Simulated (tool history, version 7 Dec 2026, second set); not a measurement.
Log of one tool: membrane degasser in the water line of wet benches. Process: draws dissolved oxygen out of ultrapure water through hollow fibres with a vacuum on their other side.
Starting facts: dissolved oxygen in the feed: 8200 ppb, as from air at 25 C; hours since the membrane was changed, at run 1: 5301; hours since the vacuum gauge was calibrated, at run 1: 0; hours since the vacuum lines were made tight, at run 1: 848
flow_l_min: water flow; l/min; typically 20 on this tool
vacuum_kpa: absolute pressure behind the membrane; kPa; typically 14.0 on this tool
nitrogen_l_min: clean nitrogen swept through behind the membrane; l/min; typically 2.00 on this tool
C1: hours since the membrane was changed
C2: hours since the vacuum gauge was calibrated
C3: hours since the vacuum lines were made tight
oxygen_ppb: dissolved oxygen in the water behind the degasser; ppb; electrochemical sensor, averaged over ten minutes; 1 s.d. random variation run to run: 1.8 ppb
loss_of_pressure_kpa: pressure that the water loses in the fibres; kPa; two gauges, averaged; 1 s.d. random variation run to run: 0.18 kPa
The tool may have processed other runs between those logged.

Run 1, hour 0.0: usual settings; C1 5301; C2 0; C3 848. Result: oxygen_ppb 258.1 ppb, loss_of_pressure_kpa 35.35 kPa.
Run 2, hour 212.9: usual settings; C1 5514; C2 213; C3 1061. Result: oxygen_ppb 258.0 ppb, loss_of_pressure_kpa 35.26 kPa.
Run 3, hour 376.5: usual settings; C1 5677; C2 376; C3 1224. Result: oxygen_ppb 261.1 ppb, loss_of_pressure_kpa 35.39 kPa.
Run 4, hour 537.6: usual settings but vacuum_kpa 30.8 kPa; C1 5839; C2 538; C3 1385. Result: oxygen_ppb 618.7 ppb, loss_of_pressure_kpa 35.24 kPa.
Run 5, hour 642.3: usual settings but vacuum_kpa 30.8 kPa; C1 5943; C2 642; C3 1490. Result: oxygen_ppb 630.8 ppb, loss_of_pressure_kpa 35.28 kPa.
Run 6, hour 818.5: usual settings but nitrogen_l_min 5.33 l/min; C1 6120; C2 819; C3 1666. Result: oxygen_ppb 111.2 ppb, loss_of_pressure_kpa 35.61 kPa.
Run 7, hour 1021.7: usual settings but nitrogen_l_min 3.33 l/min; C1 6323; C2 1022; C3 1869. Result: oxygen_ppb 167.5 ppb, loss_of_pressure_kpa 35.70 kPa.
Run 8, hour 1142.8: usual settings but nitrogen_l_min 3.33 l/min; C1 6444; C2 1143; C3 1990. Result: oxygen_ppb 168.1 ppb, loss_of_pressure_kpa 35.54 kPa.
Run 9, hour 1331.0: usual settings; C1 6632; C2 1331; C3 2179. Result: oxygen_ppb 267.0 ppb, loss_of_pressure_kpa 35.54 kPa.
Run 10, hour 1525.2: usual settings but vacuum_kpa 22.1 kPa; C1 6826; C2 1525; C3 2373. Result: oxygen_ppb 444.2 ppb, loss_of_pressure_kpa 35.70 kPa.
Run 11, hour 1741.5: usual settings; C1 7042; C2 1741; C3 2589. Result: oxygen_ppb 264.3 ppb, loss_of_pressure_kpa 35.68 kPa.
Run 12, hour 1844.6: usual settings; C1 7146; C2 1845; C3 2692. Result: oxygen_ppb 269.3 ppb, loss_of_pressure_kpa 35.73 kPa.
At hour 1860.3: vacuum gauge calibrated.
Run 13, hour 1975.0: usual settings; C1 7275; C2 115; C3 2822. Result: oxygen_ppb 267.9 ppb, loss_of_pressure_kpa 35.96 kPa.
Run 14, hour 2184.5: usual settings; C1 7485; C2 324; C3 3032. Result: oxygen_ppb 269.8 ppb, loss_of_pressure_kpa 35.69 kPa.
Run 15, hour 2301.4: usual settings; C1 7602; C2 441; C3 3149. Result: oxygen_ppb 268.8 ppb, loss_of_pressure_kpa 35.65 kPa.
Run 16, hour 2447.3: usual settings; C1 7748; C2 587; C3 3294. Result: oxygen_ppb 267.7 ppb, loss_of_pressure_kpa 35.64 kPa.
At hour 2601.7: vacuum gauge calibrated, once more.
Run 17, hour 2613.9: usual settings; C1 7914; C2 12; C3 3461. Result: oxygen_ppb 266.5 ppb, loss_of_pressure_kpa 35.64 kPa.
Run 18, hour 2808.3: usual settings but flow_l_min 26 l/min, vacuum_kpa 15.2 kPa, nitrogen_l_min 1.10 l/min; C1 8108; C2 207; C3 3655. Result: oxygen_ppb 626.2 ppb, loss_of_pressure_kpa 46.75 kPa.
Run 19, hour 2955.3: usual settings but flow_l_min 15 l/min, nitrogen_l_min 2.01 l/min; C1 8255; C2 354; C3 3802. Result: oxygen_ppb 197.4 ppb, loss_of_pressure_kpa 27.12 kPa.
Run 20, hour 3132.2: usual settings but flow_l_min 16 l/min, nitrogen_l_min 4.74 l/min; C1 8432; C2 530; C3 3979. Result: oxygen_ppb 96.0 ppb, loss_of_pressure_kpa 28.54 kPa.
At hour 3221.6: membrane cartridge changed.
Run 21, hour 3259.3: usual settings but flow_l_min 15 l/min, vacuum_kpa 12.7 kPa, nitrogen_l_min 2.73 l/min; C1 38; C2 654; C3 4102. Result: oxygen_ppb 131.2 ppb, loss_of_pressure_kpa 25.61 kPa.
At hour 3324.0: seals of the vacuum lines changed.
Run 22, hour 3425.8: usual settings but flow_l_min 25 l/min, vacuum_kpa 9.0 kPa, nitrogen_l_min 2.73 l/min; C1 202; C2 818; C3 102. Result: oxygen_ppb 152.3 ppb, loss_of_pressure_kpa 42.76 kPa.
Run 23, hour 3569.7: usual settings but flow_l_min 13 l/min, vacuum_kpa 21.1 kPa, nitrogen_l_min 3.09 l/min; C1 346; C2 962; C3 246. Result: oxygen_ppb 181.9 ppb, loss_of_pressure_kpa 22.38 kPa.
Run 24, hour 3685.4: usual settings but flow_l_min 27 l/min, vacuum_kpa 21.1 kPa, nitrogen_l_min 3.09 l/min; C1 462; C2 1078; C3 361. Result: oxygen_ppb 396.2 ppb, loss_of_pressure_kpa 46.37 kPa.
Run 25, hour 3901.3: usual settings but flow_l_min 28 l/min, vacuum_kpa 19.3 kPa, nitrogen_l_min 3.95 l/min; C1 678; C2 1294; C3 577. Result: oxygen_ppb 311.9 ppb, loss_of_pressure_kpa 48.04 kPa.
Run 26, hour 4065.9: usual settings but flow_l_min 28 l/min, vacuum_kpa 19.3 kPa, nitrogen_l_min 3.95 l/min; C1 842; C2 1458; C3 742. Result: oxygen_ppb 308.1 ppb, loss_of_pressure_kpa 47.93 kPa.
Run 27, hour 4274.1: usual settings but flow_l_min 28 l/min, vacuum_kpa 9.7 kPa, nitrogen_l_min 4.41 l/min; C1 1050; C2 1666; C3 950. Result: oxygen_ppb 146.9 ppb, loss_of_pressure_kpa 48.20 kPa.
Run 28, hour 4421.5: usual settings but flow_l_min 28 l/min, vacuum_kpa 9.7 kPa, nitrogen_l_min 4.41 l/min; C1 1198; C2 1814; C3 1097. Result: oxygen_ppb 148.3 ppb, loss_of_pressure_kpa 48.14 kPa.
Run 29, hour 4612.2: usual settings but flow_l_min 28 l/min, vacuum_kpa 15.9 kPa, nitrogen_l_min 0.90 l/min; C1 1389; C2 2004; C3 1288. Result: oxygen_ppb 816.6 ppb, loss_of_pressure_kpa 48.69 kPa.
Run 30, hour 4796.7: usual settings but flow_l_min 28 l/min, vacuum_kpa 15.9 kPa, nitrogen_l_min 0.90 l/min; C1 1573; C2 2189; C3 1473. Result: oxygen_ppb 805.9 ppb, loss_of_pressure_kpa 48.64 kPa.
Run 31, hour 4998.9: usual settings but flow_l_min 19 l/min, vacuum_kpa 11.8 kPa, nitrogen_l_min 0.90 l/min; C1 1775; C2 2391; C3 1675. Result: oxygen_ppb 410.9 ppb, loss_of_pressure_kpa 33.26 kPa.

Branching from run 31: 5 alternative next runs. What would each branch give?
Run A, hour 5142.5: usual settings but flow_l_min 24 l/min, vacuum_kpa 21.2 kPa, nitrogen_l_min 3.11 l/min; C1 1919; C2 2535; C3 1818. Result: oxygen_ppb ?, loss_of_pressure_kpa ?.
Run B, hour 5142.5: usual settings but flow_l_min 19 l/min, vacuum_kpa 12.5 kPa, nitrogen_l_min 3.87 l/min; C1 1919; C2 2535; C3 1818. Result: oxygen_ppb ?, loss_of_pressure_kpa ?.
Run C, hour 5142.5: usual settings but flow_l_min 21 l/min, nitrogen_l_min 4.66 l/min; C1 1919; C2 2535; C3 1818. Result: oxygen_ppb ?, loss_of_pressure_kpa ?.
Run D, hour 5142.5: usual settings but flow_l_min 19 l/min, vacuum_kpa 11.8 kPa, nitrogen_l_min 1.12 l/min; C1 1919; C2 2535; C3 1818. Result: oxygen_ppb ?, loss_of_pressure_kpa ?.
Run E, hour 5142.5: usual settings but flow_l_min 12 l/min, vacuum_kpa 19.2 kPa, nitrogen_l_min 1.29 l/min; C1 1919; C2 2535; C3 1818. Result: oxygen_ppb ?, loss_of_pressure_kpa ?.

run  oxygen_ppb  loss_of_pressure_kpa
  A       347.4                 41.35
  B       123.1                 32.91
  C       133.5                 36.42
  D       333.5                 33.16
  E       350.7                 20.59
What these runs would have given with no unlogged condition in the tool:
run  oxygen_ppb  loss_of_pressure_kpa
  A       340.3                 40.88
  B       119.1                 32.54
  C       129.4                 36.00
  D       323.9                 32.79
  E       342.0                 20.36
